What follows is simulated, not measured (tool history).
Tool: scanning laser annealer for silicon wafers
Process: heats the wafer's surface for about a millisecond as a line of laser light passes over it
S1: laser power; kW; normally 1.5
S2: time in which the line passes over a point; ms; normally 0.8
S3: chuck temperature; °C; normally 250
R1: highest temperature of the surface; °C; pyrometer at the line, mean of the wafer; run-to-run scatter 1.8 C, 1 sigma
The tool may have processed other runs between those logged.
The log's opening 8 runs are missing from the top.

run	hour	S1	S2	S3	R1
9	101.3	1.5	0.8	250	952
10	112.7	1.5	0.8	250	957
11	125	1.5	0.8	250	956
12	141	1.5	0.8	250	957
13	149.1	1.5	0.8	250	956
14	160.2	1.5	0.8	250	954
15	172.2	1.5	0.8	250	952
16	182	1.5	0.673	250	902
17	193.4	1.5	0.673	250	898
18	210.1	1.5	0.673	250	902
19	220.6	1.5	0.673	250	899
20	230.5	1.5	0.673	250	903
21	240.9	1.5	0.8	250	954
# hour 260.7: optics aligned, line set to its width
22	261.9	1.39	0.8	250	886
23	277.3	1.5	0.8	262	967
24	289.8	1.598	0.8	248	1013
25	304.8	1.598	0.8	248	1014
26	319.1	1.598	0.8	248	1016
27	334.3	1.598	0.8	248	1013
28	348.5	1.598	0.8	248	1015
29	363.5	1.578	0.714	277	991
30	373.9	1.294	0.799	222	801
31	387.7	1.463	0.691	283	922
32	403.6	1.293	0.691	231	772
33	414.7	1.293	0.691	219	763

What will run 34 give?
34	431.8	1.293	0.691	219	?

Run 34 yielded R1 760 °C.
With the hidden condition absent and the run-to-run variation left alone, this run would have shown R1 760 °C.
